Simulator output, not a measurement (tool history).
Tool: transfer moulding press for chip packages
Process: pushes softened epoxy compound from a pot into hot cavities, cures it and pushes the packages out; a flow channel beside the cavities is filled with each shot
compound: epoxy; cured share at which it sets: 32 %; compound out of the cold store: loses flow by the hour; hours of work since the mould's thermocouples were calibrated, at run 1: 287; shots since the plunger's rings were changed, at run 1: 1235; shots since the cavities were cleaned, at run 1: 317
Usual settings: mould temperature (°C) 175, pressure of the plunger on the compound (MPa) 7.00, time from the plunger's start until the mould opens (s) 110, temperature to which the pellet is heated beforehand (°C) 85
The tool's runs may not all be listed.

run   hour  mould temperature (°C)  pressure of the plunger on the compound (MPa)  time from the plunger's start until the mould opens (s)  temperature to which the pellet is heated beforehand (°C)  hours of work since the mould's thermocouples were calibrated  shots since the plunger's rings were changed  shots since the cavities were cleaned  incoming compound's hours out of the cold store  length that the compound runs in the flow channel (mm)  greatest force on the pins that push the packages out (N)
  1    0.0                     175                                           7.00                                                      110                                                         85                                                            287                                          1235                                    317                                             29.4                                                     887                                                        339
  2   19.2                     175                                           7.00                                                      110                                                         85                                                            295                                          1381                                    463                                             46.2                                                     833                                                        330
      29.6  -- cavities cleaned with cleaning compound and waxed
  3   34.2                     175                                           7.00                                                      136                                                         85                                                            300                                          1483                                     35                                             33.2                                                     877                                                        218
  4   47.0                     175                                           7.00                                                      136                                                         85                                                            306                                          1580                                    132                                             46.7                                                     826                                                        244
  5   63.8                     169                                           7.00                                                      110                                                         85                                                            313                                          1708                                    260                                             43.8                                                     845                                                        399
  6   73.2                     169                                           7.00                                                      110                                                         85                                                            316                                          1779                                    331                                             35.1                                                     885                                                        411
  7   91.9                     169                                           7.00                                                      110                                                         85                                                            324                                          1921                                    473                                             14.5                                                     952                                                        498
     100.8  -- cavities cleaned with cleaning compound and waxed
  8  105.9                     169                                           7.00                                                      110                                                         85                                                            329                                          2016                                     39                                             21.7                                                     932                                                        309
  9  124.3                     169                                           7.00                                                      110                                                         85                                                            337                                          2156                                    179                                             16.3                                                     946                                                        396
 10  144.3                     175                                           7.00                                                      110                                                         85                                                            345                                          2307                                    330                                             36.3                                                     854                                                        324
 11  153.5                     175                                           7.00                                                      110                                                         85                                                            349                                          2377                                    400                                             25.3                                                     885                                                        347
 12  163.8                     175                                           7.00                                                      110                                                         85                                                            353                                          2455                                    478                                             33.6                                                     855                                                        369
     172.1  -- cavities cleaned with cleaning compound and waxed
 13  179.9                     175                                           7.00                                                      110                                                         85                                                            360                                          2566                                     60                                              8.6                                                     947                                                        244
 14  190.4                     171                                           5.91                                                      110                                                         79                                                            364                                          2646                                    140                                             27.2                                                     817                                                        316
 15  201.3                     175                                           6.46                                                      110                                                         85                                                            368                                          2728                                    222                                             29.4                                                     831                                                        290
 16  218.4                     181                                           6.83                                                      110                                                         85                                                            376                                          2858                                    352                                              8.3                                                     906                                                        308
 17  238.3                     175                                           8.40                                                      110                                                         85                                                            384                                          3009                                    503                                             33.8                                                     922                                                        367

Forecast run 18:
     244.4  -- cavities cleaned with cleaning compound and waxed
 18  258.0                     175                                           7.48                                                      124                                                         86                                                            391                                          3147                                    104                                             19.4                                                       ?                                                          ?

Run 18 gave length that the compound runs in the flow channel (mm) 932, greatest force on the pins that push the packages out (N) 241.
Without the tool's hidden state the same run would have given length that the compound runs in the flow channel (mm) 998, greatest force on the pins that push the packages out (N) 205.
